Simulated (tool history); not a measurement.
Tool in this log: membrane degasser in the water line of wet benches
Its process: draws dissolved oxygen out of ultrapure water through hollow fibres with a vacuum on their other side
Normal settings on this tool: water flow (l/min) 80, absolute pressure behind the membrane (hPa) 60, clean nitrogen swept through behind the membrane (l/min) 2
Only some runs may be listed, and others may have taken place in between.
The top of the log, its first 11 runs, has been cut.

run     day  water flow (l/min)  absolute pressure behind the membrane (hPa)  clean nitrogen swept through behind the membrane (l/min)  hours since the membrane was changed  hours since the vacuum gauge was calibrated  hours since the vacuum lines were made tight  dissolved oxygen in the water behind the degasser (ppb)  pressure that the water loses in the fibres (hPa)
 12  23.979                  80                                           60                                                         2                                  2408                                          168                                          1087                                                      342                                              411.3
 13  26.288                  80                                           60                                                         2                                  2463                                          223                                          1142                                                    335.8                                              412.2
 14  28.279                  80                                           60                                                         2                                  2511                                          271                                          1190                                                    340.8                                              410.7
 15  30.979                  80                                         78.5                                                         2                                  2576                                          336                                          1255                                                    474.6                                              411.1
     31.346  -- vacuum gauge calibrated, once more
 16  34.017                  80                                         78.5                                                         2                                  2648                                           64                                          1327                                                    468.9                                              413.4
 17  36.133                  80                                         68.6                                                         2                                  2699                                          115                                          1378                                                    392.7                                                411
 18   38.05                  80                                         68.6                                                         2                                  2745                                          161                                          1424                                                    388.9                                                411
 19  39.517                  80                                         68.6                                                         2                                  2780                                          196                                          1459                                                      391                                              410.2
 20  40.892                  80                                         68.6                                                         2                                  2813                                          229                                          1492                                                    389.7                                              412.7
 21  42.154                  80                                           60                                                      2.29                                  2843                                          259                                          1522                                                      310                                              414.1
 22  43.629                  80                                           60                                                      1.32                                  2879                                          295                                          1558                                                    407.6                                              410.9
 23  44.888                  70                                         87.4                                                         2                                  2909                                          325                                          1588                                                    452.7                                              359.8
 24  46.621                  70                                         99.3                                                         2                                  2950                                          367                                          1630                                                    536.7                                              361.3
 25  48.433                  82                                           50                                                      1.07                                  2994                                          410                                          1673                                                    346.5                                              422.4
 26  49.879                  82                                           50                                                      1.07                                  3029                                          445                                          1708                                                    347.5                                              424.3
 27  52.658                  97                                           50                                                      1.11                                  3095                                          512                                          1774                                                    420.4                                              497.6
 28  54.362                  97                                           50                                                      1.11                                  3136                                          552                                          1815                                                    425.7                                                501
 29   56.25                  80                                           60                                                       2.1                                  3182                                          598                                          1861                                                    322.6                                              410.6
 30  58.242                  80                                           60                                                       2.1                                  3229                                          646                                          1908                                                    322.6                                                413
 31  60.046                  80                                           60                                                       2.1                                  3273                                          689                                          1952                                                    320.4                                                412
 32  62.504                  80                                           60                                                       2.1                                  3332                                          748                                          2011                                                    324.1                                              412.3
 33  64.129                  54                                           60                                                      2.75                                  3371                                          787                                          2050                                                    159.4                                              281.6

What if the next run were any one of these 3? Each begins from the tool's condition after run 33:
  A  65.517                  54                                         80.9                                                      2.76                                  3404                                          820                                          2083                                                        ?                                                  ?
  B  65.517                  80                                           60                                                       1.1                                  3404                                          820                                          2083                                                        ?                                                  ?
  C  65.517                 100                                           60                                                      2.75                                  3404                                          820                                          2083                                                        ?                                                  ?

run  dissolved oxygen in the water behind the degasser (ppb)  pressure that the water loses in the fibres (hPa)
  A                                                      247                                                280
  B                                                    452.8                                              411.1
  C                                                    391.3                                              513.5
With no hidden state in the tool, these same runs would have given:
run  dissolved oxygen in the water behind the degasser (ppb)  pressure that the water loses in the fibres (hPa)
  A                                                    242.2                                              276.3
  B                                                    442.6                                              405.8
  C                                                    379.5                                              506.8
